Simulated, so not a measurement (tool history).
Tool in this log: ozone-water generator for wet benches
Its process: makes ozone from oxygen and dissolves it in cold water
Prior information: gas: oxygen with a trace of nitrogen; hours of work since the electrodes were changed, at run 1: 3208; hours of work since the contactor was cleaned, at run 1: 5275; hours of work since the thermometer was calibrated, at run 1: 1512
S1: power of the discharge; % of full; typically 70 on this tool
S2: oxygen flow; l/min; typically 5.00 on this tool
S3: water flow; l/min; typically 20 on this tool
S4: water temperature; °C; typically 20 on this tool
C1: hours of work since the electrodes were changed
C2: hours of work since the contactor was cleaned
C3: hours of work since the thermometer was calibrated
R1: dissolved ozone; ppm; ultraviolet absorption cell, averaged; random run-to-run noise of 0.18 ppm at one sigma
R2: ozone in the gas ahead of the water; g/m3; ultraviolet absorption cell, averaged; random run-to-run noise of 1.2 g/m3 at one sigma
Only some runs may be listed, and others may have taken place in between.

run    hour  S1    S2  S3  S4    C1    C2    C3    R1     R2
  1     0.0  70  5.00  20  20  3208  5275  1512  24.5  211.5
  2    67.7  70  6.81  20  20  3274  5342  1579  23.2  170.8
  3   127.9  70  6.81  20  20  3334  5401  1638  23.0  172.0
  4   221.0  70  5.00  20  20  3425  5493  1730  24.2  210.2
      289.0  -- contactor cleaned
  5   320.1  70  5.00  20  20  3519    31  1824  24.4  213.6
  6   374.5  70  5.00  20  20  3573    84  1878  24.1  209.6
  7   478.9  70  8.23  20  20  3676   187  1980  22.5  150.8
  8   590.0  70  3.40  20  20  3785   297  2090  24.9  268.9
  9   696.8  67  3.40  20  20  3891   402  2195  23.8  258.1
 10   775.9  67  3.40  20  20  3969   480  2273  23.9  258.4
 11   870.2  67  3.40  20  20  4062   573  2366  23.7  256.6
 12   972.4  67  3.40  20  20  4162   674  2467  23.9  256.7
 13  1082.2  70  5.00  20  14  4271   782  2575  26.1  206.7
 14  1162.1  70  5.00  20  20  4349   861  2654  24.4  206.6
 15  1243.1  70  5.00  20  20  4429   941  2734  23.9  206.7
 16  1297.9  70  5.00  26  20  4483   995  2788  19.6  205.4
 17  1373.3  70  5.00  20  20  4558  1069  2862  24.2  204.5
     1380.9  -- gauge calibrated
     1438.4  -- water thermometer calibrated
 18  1463.0  70  5.00  20  20  4645  1157    24  24.5  209.0
 19  1569.8  70  4.33  20  23  4751  1262   130  23.4  230.3
 20  1640.3  70  7.02  20  23  4820  1332   199  22.0  168.6
 21  1747.8  56  5.00  20  13  4926  1438   305  22.6  175.2
 22  1847.2  52  5.00  20  24  5024  1536   403  18.0  165.0
 23  1925.1  52  5.00  20  24  5101  1613   480  18.1  164.2
 24  2015.5  40  6.64  16  26  5190  1702   569  15.5  110.9
 25  2120.5  70  2.56  17  18  5294  1805   673  29.1  322.0
 26  2182.7  70  2.56  17  18  5355  1866   734  29.2  320.2
 27  2291.5  70  5.18  18  25  5462  1974   841  24.0  204.1
 28  2400.9  61  6.36  13  28  5570  2082   949  23.3  159.2
 29  2471.6  70  2.53  19  14  5640  2151  1019  27.5  321.4
 30  2581.9  70  2.53  19  14  5749  2260  1127  27.4  320.5
 31  2672.9  52  2.54  23  20  5838  2350  1217  16.9  251.7
 32  2763.2  52  2.54  23  20  5927  2439  1306  17.2  250.4
 33  2845.4  52  8.91  23  17  6008  2520  1387  16.7  111.3
 34  2913.4  52  8.91  23  27  6075  2587  1454  13.8  111.3

Entry by entry between the runs, the difference in hidden state between the last listed run before and the first listed run after:
Run 4 -> run 5: contactor cleaned (hour 289.0)
  contactor's efficiency, % of a clean one's: 99.9 -> 100; drift of the gauge itself on gas_g_m3, %: -0.48 -> -0.68
  measured less the result without the state, R2: -1.1 -> -1.6 g/m3
Run 17 -> run 18: gauge calibrated (hour 1380.9); water thermometer calibrated (hour 1438.4)
  drift of the gauge itself on gas_g_m3, %: -2.96 -> -0.18
  measured less the result without the state, R2: -6.3 -> -0.5 g/m3
